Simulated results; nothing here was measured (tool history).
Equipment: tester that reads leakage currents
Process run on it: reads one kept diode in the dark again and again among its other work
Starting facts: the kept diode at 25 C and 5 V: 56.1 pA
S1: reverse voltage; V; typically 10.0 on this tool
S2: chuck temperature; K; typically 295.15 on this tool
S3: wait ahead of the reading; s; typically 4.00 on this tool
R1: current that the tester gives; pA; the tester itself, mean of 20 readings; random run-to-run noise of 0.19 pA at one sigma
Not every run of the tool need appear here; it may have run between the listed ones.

| run | hour | S1 | S2 | S3 | R1 |
|---|---|---|---|---|---|
| 1 | 0.0 | 10.0 | 295.15 | 4.00 | 68.76 |
| 2 | 33.5 | 10.0 | 295.15 | 4.00 | 68.87 |
| 3 | 83.2 | 10.0 | 295.15 | 4.00 | 69.01 |
| 4 | 114.3 | 10.0 | 295.15 | 4.00 | 68.90 |
| 5 | 157.7 | 11.0 | 295.15 | 4.00 | 72.86 |
| 6 | 177.7 | 11.0 | 295.15 | 4.00 | 73.31 |
| 7 | 222.1 | 1.7 | 311.15 | 0.58 | 102.31 |
| 8 | 261.3 | 10.0 | 309.15 | 4.00 | 213.00 |
| 9 | 310.3 | 10.0 | 309.15 | 4.00 | 212.22 |
| 10 | 346.1 | 10.0 | 310.15 | 4.00 | 229.38 |
| 11 | 392.5 | 10.0 | 315.15 | 4.00 | 338.06 |
| 12 | 424.2 | 1.2 | 325.15 | 2.85 | 247.53 |

Alternative continuations, all from the tool just after run 12; predict every row:
| A | 457.3 | 1.9 | 325.15 | 0.57 | ? |
| B | 457.3 | 1.4 | 306.15 | 2.44 | ? |
| C | 457.3 | 10.0 | 295.15 | 2.28 | ? |

| run | R1 |
|---|---|
| A | 311.93 |
| B | 62.35 |
| C | 71.23 |
With the hidden condition removed and each run's random variation left untouched, the same runs would have given:
| run | R1 |
|---|---|
| A | 299.51 |
| B | 58.96 |
| C | 62.35 |
